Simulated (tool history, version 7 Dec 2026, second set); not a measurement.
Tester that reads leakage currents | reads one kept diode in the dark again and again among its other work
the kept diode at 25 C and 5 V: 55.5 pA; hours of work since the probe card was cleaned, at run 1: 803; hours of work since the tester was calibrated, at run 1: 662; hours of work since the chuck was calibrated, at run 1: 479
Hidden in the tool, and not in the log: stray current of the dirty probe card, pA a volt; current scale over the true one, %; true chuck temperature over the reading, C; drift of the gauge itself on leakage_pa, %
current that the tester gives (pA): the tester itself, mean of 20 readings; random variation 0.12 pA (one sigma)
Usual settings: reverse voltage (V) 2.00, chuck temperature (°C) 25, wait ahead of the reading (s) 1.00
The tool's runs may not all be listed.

run	day	reverse voltage (V)	chuck temperature (°C)	wait ahead of the reading (s)	hours of work since the probe card was cleaned	hours of work since the tester was calibrated	hours of work since the chuck was calibrated	current that the tester gives (pA)
1	0.000	2.00	25	1.00	803	662	479	36.30
2	0.650	2.00	25	1.00	813	671	489	36.17
3	2.067	2.00	28	1.00	833	691	509	47.78
4	2.950	2.00	25	1.00	845	703	521	36.13
5	3.579	2.00	25	1.00	854	712	530	36.17
6	4.550	2.00	25	1.00	868	726	544	36.19
7	5.246	2.00	25	1.00	878	736	554	35.98
8	6.333	18.97	25	1.00	893	751	569	108.71
9	6.975	2.00	25	1.00	902	760	578	36.18
10	8.196	2.00	25	1.00	919	777	595	36.10
11	9.188	2.00	25	1.00	933	791	609	35.99
12	10.646	1.99	25	1.00	954	812	630	36.13
13	11.638	1.99	25	1.00	968	826	644	36.16
14	12.621	1.99	25	1.00	982	840	658	36.07
15	13.475	9.24	25	1.00	994	852	670	76.40
16	14.412	12.60	38	3.29	1007	865	683	278.99
17	15.767	7.65	43	5.71	1026	884	702	333.96

The next listed run, before its measurement:
18	17.083	1.50	54	0.33	1045	903	721	?

{"run 18": {"current that the tester gives (pA)": 372.38}}
Without the tool's hidden state the same run would have given current that the tester gives (pA) 372.29.
